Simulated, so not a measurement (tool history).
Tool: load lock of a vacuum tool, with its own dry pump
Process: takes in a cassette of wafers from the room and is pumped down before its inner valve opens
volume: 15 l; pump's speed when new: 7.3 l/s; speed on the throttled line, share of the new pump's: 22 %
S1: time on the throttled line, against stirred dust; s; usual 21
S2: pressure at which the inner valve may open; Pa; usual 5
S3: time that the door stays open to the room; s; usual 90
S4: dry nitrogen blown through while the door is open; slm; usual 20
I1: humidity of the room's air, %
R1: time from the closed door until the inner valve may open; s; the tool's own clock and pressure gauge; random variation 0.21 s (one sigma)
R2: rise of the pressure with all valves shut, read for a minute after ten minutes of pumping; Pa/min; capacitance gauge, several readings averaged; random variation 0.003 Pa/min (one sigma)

| run | hour | S1 | S2 | S3 | S4 | I1 | R1 | R2 |
|---|---|---|---|---|---|---|---|---|
| 1 | 0 | 21 | 5 | 90 | 20 | 45.5 | 39 | 0.152 |
| 2 | 187.2 | 21 | 5 | 90 | 11 | 41.9 | 39.3 | 0.16 |
| 3 | 337.7 | 21 | 5 | 64 | 20 | 42.7 | 39.6 | 0.157 |
| 4 | 531.5 | 21 | 5 | 90 | 6 | 41.6 | 39.4 | 0.175 |
| 5 | 716.4 | 21 | 5 | 90 | 20 | 45 | 39.5 | 0.174 |
| 6 | 940.5 | 21 | 5 | 90 | 20 | 46.4 | 39.3 | 0.185 |
| 7 | 1120.3 | 21 | 5 | 90 | 20 | 47.8 | 39.4 | 0.199 |
| 8 | 1391.5 | 21 | 5 | 90 | 20 | 46.2 | 39.5 | 0.202 |
| 9 | 1513.2 | 21 | 5 | 90 | 20 | 44.9 | 39.4 | 0.204 |
| 10 | 1780.3 | 21 | 5 | 90 | 7 | 44.9 | 39.3 | 0.231 |
| 11 | 1988.4 | 21 | 5 | 41 | 7 | 39.6 | 39.6 | 0.214 |
| 12 | 2255.6 | 21 | 5 | 41 | 7 | 40.6 | 40.1 | 0.229 |
| 13 | 2413.5 | 21 | 5 | 41 | 7 | 43.4 | 39.9 | 0.236 |
| 14 | 2638.9 | 21 | 5 | 41 | 7 | 42.8 | 39.5 | 0.247 |
| 15 | 2848.8 | 21 | 5 | 41 | 7 | 43.4 | 39.9 | 0.254 |
| 16 | 3115.3 | 21 | 5 | 41 | 7 | 45.4 | 39.9 | 0.266 |
| 17 | 3366.4 | 21 | 5 | 41 | 7 | 42.8 | 39.7 | 0.282 |
| 18 | 3544 | 21 | 5 | 41 | 7 | 44.6 | 40.2 | 0.281 |
| 19 | 3698 | 21 | 5 | 41 | 7 | 46.7 | 40.3 | 0.296 |
| 20 | 3878 | 15 | 9 | 41 | 5 | 47.6 | 34.1 | 0.309 |
| 21 | 4086.4 | 21 | 5 | 45 | 7 | 42.3 | 40.4 | 0.311 |
| 22 | 4292.4 | 21 | 5 | 67 | 20 | 43.1 | 40.1 | 0.321 |
| 23 | 4463.9 | 17 | 7 | 219 | 4 | 44.8 | 36.4 | 0.402 |
| 24 | 4662.4 | 17 | 7 | 219 | 4 | 42.6 | 36 | 0.396 |
| 25 | 4860.3 | 11 | 5 | 111 | 34 | 44 | 33.2 | 0.367 |
| 26 | 5039.8 | 21 | 9 | 41 | 20 | 44.3 | 38.4 | 0.356 |
| 27 | 5273.6 | 21 | 9 | 41 | 20 | 47.3 | 38.8 | 0.373 |
| 28 | 5444.2 | 17 | 5 | 90 | 20 | 42.5 | 37.7 | 0.402 |
| 29 | 5625 | 22 | 4 | 192 | 7 | 44.1 | 42 | 0.443 |
| 30 | 5897.1 | 11 | 8 | 75 | 20 | 45.1 | 32 | 0.417 |
| 31 | 6073.2 | 29 | 5 | 90 | 20 | 43.7 | 46.6 | 0.445 |
| 32 | 6357.9 | 29 | 5 | 63 | 20 | 44 | 46.4 | 0.445 |
| 33 | 6597.8 | 13 | 7 | 63 | 9 | 43.8 | 34.2 | 0.466 |
| 34 | 6761 | 13 | 7 | 167 | 12 | 46 | 34.6 | 0.504 |
| 35 | 6882.8 | 22 | 5 | 60 | 20 | 44.1 | 41.4 | 0.482 |
| 36 | 7027.7 | 13 | 4 | 100 | 8 | 42.6 | 35.9 | 0.512 |
| 37 | 7178.1 | 28 | 9 | 93 | 12 | 45.4 | 44.8 | 0.518 |

Forecast each of these 4 alternatives for the next run:
| A | 7361.4 | 20 | 9 | 93 | 40 | 46.1 | ? | ? |
| B | 7361.4 | 20 | 9 | 93 | 12 | 43.2 | ? | ? |
| C | 7361.4 | 31 | 6 | 78 | 20 | 45.7 | ? | ? |
| D | 7361.4 | 28 | 8 | 93 | 12 | 42.3 | ? | ? |

| run | R1 | R2 |
|---|---|---|
| A | 38.5 | 0.514 |
| B | 38.4 | 0.526 |
| C | 48.2 | 0.519 |
| D | 45 | 0.529 |
Without the tool's hidden state the same runs would have given:
| run | R1 | R2 |
|---|---|---|
| A | 35 | 0.04 |
| B | 34.9 | 0.055 |
| C | 45 | 0.044 |
| D | 41.8 | 0.056 |
